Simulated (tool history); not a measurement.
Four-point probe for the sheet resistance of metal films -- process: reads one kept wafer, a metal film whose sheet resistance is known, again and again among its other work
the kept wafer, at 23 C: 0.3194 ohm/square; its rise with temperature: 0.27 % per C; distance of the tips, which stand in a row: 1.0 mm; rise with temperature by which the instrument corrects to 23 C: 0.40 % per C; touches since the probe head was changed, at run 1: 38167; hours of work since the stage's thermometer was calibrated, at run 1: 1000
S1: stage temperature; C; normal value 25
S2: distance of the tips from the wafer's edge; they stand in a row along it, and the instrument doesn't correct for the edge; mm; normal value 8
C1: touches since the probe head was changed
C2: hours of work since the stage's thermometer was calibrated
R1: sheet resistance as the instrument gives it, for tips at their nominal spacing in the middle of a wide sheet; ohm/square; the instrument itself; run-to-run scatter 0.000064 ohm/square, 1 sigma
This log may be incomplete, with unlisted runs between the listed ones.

run   hour  S1  S2     C1    C2        R1
  1    0.0  25   8  38167  1000  0.320367
  2   32.7  25   8  39260  1017  0.320339
  3   54.3  25   8  39982  1028  0.320378
  4   80.0  25   8  40842  1041  0.320254
  5  106.1  25   8  41716  1055  0.320243
  6  119.7  25   8  42169  1062  0.320348
  7  147.5  25  12  43100  1076  0.318760
  8  175.3  25  12  44031  1090  0.318784
  9  190.6  25  12  44543  1098  0.318879
 10  214.9  25  12  45353  1111  0.318831
 11  245.8  25  12  46388  1127  0.318804
 12  272.6  25   8  47285  1140  0.320219
 13  304.4  22   8  48345  1157  0.321430
 14  328.9  22   8  49165  1169  0.321278
 15  346.4  29   8  49752  1178  0.318563
 16  370.3  27   8  50551  1191  0.319330
 17  389.7  26   8  51200  1201  0.319875
 18  408.8  26   8  51839  1210  0.319796
 19  433.3  30  29  52657  1223  0.315804
 20  463.9  33   4  53681  1239  0.324775
 21  491.7  20   8  54609  1253  0.322019
 22  517.6  20   8  55477  1266  0.322031
 23  539.2  27  13  56198  1278  0.317745
 24  554.9  22   9  56724  1286  0.320786
 25  584.8  20  28  57725  1301  0.319580
 26  608.1  20  28  58503  1313  0.319625
 27  628.4  24  26  59182  1323  0.317996
 28  655.1  26  40  60073  1337  0.317040
 29  687.6  20  44  61162  1354  0.319364
 30  702.8  19   3  61670  1362  0.337512
 31  731.5  23  52  62630  1377  0.318229
 32  761.1  23  42  63619  1392  0.318165
 33  778.0  20   3  64184  1400  0.337158
 34  791.6  30   4  64638  1407  0.325654
 35  820.7  34   9  65611  1422  0.316074

Pick out some run-to-run changes in R1. Of each, how much would a tool without hidden state show as well, from the settings, what came in and chance, and how much is left for the hidden state and any gauge scatter not in both results compared?
The hidden state here: inner tips' distance over the nominal, %; tips' flats over new ones', %; wafer's true temperature over the reading, C; drift of the gauge itself on sheet_ohm, %.
Run 29 -> 30: S1 20 -> 19, S2 44 -> 3. R1 +0.018148 ohm/square: hidden state -0.000075, all else +0.018223.
Run 30 -> 31: S1 19 -> 23, S2 3 -> 52. R1 -0.019283 ohm/square: hidden state +0.000052, all else -0.019335.
Run 32 -> 33: S1 23 -> 20, S2 42 -> 3. R1 +0.018993 ohm/square: hidden state -0.000081, all else +0.019074.
